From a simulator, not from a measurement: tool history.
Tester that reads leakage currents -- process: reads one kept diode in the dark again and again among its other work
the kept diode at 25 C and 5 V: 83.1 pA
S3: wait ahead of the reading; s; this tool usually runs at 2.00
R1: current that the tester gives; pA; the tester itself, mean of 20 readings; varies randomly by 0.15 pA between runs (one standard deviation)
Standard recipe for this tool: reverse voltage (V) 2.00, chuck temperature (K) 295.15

run 1 day=0.000 | reverse_voltage_(V)=2.00 chuck_temperature_(K)=295.15 S3=2.00 | R1=45.73
run 2 day=1.683 | reverse_voltage_(V)=2.00 chuck_temperature_(K)=295.15 S3=2.00 | R1=45.48
run 3 day=3.192 | reverse_voltage_(V)=2.00 chuck_temperature_(K)=295.15 S3=2.00 | R1=45.23
run 4 day=4.850 | reverse_voltage_(V)=2.00 chuck_temperature_(K)=295.15 S3=2.00 | R1=45.41
run 5 day=7.296 | reverse_voltage_(V)=7.46 chuck_temperature_(K)=295.15 S3=2.00 | R1=77.21
run 6 day=9.796 | reverse_voltage_(V)=7.46 chuck_temperature_(K)=295.15 S3=2.00 | R1=76.66
run 7 day=11.708 | reverse_voltage_(V)=7.46 chuck_temperature_(K)=295.15 S3=2.00 | R1=77.19
run 8 day=13.896 | reverse_voltage_(V)=7.46 chuck_temperature_(K)=295.15 S3=2.00 | R1=77.28
run 9 day=15.158 | reverse_voltage_(V)=7.46 chuck_temperature_(K)=295.15 S3=2.00 | R1=76.97
run 10 day=16.646 | reverse_voltage_(V)=2.00 chuck_temperature_(K)=295.15 S3=2.00 | R1=44.66
run 11 day=18.083 | reverse_voltage_(V)=2.00 chuck_temperature_(K)=295.15 S3=2.00 | R1=45.21
-- day=19.471 chuck's temperature calibrated
run 12 day=20.458 | reverse_voltage_(V)=2.00 chuck_temperature_(K)=295.15 S3=2.00 | R1=49.97
run 13 day=22.646 | reverse_voltage_(V)=2.00 chuck_temperature_(K)=295.15 S3=2.00 | R1=49.71
run 14 day=24.354 | reverse_voltage_(V)=2.00 chuck_temperature_(K)=295.15 S3=2.00 | R1=49.79
run 15 day=26.338 | reverse_voltage_(V)=2.00 chuck_temperature_(K)=295.15 S3=0.50 | R1=50.47
run 16 day=28.200 | reverse_voltage_(V)=2.00 chuck_temperature_(K)=295.15 S3=0.50 | R1=50.50
run 17 day=30.329 | reverse_voltage_(V)=2.00 chuck_temperature_(K)=295.15 S3=0.50 | R1=50.42
run 18 day=32.367 | reverse_voltage_(V)=2.00 chuck_temperature_(K)=295.15 S3=0.50 | R1=50.23
run 19 day=33.758 | reverse_voltage_(V)=2.00 chuck_temperature_(K)=295.15 S3=0.50 | R1=50.05
run 20 day=36.458 | reverse_voltage_(V)=2.00 chuck_temperature_(K)=295.15 S3=0.50 | R1=49.99
run 21 day=38.333 | reverse_voltage_(V)=2.71 chuck_temperature_(K)=313.15 S3=9.17 | R1=194.17
run 22 day=40.654 | reverse_voltage_(V)=3.30 chuck_temperature_(K)=333.15 S3=2.00 | R1=748.71

Estimate the outcome of run 23 from the log above:
run 23 day=42.412 | reverse_voltage_(V)=2.00 chuck_temperature_(K)=298.15 S3=2.00 | R1=?

For run 23 the tool returned R1 60.83 pA.
Were there no unlogged condition in the tool, this run, its random variation unchanged, would have produced R1 60.13 pA.
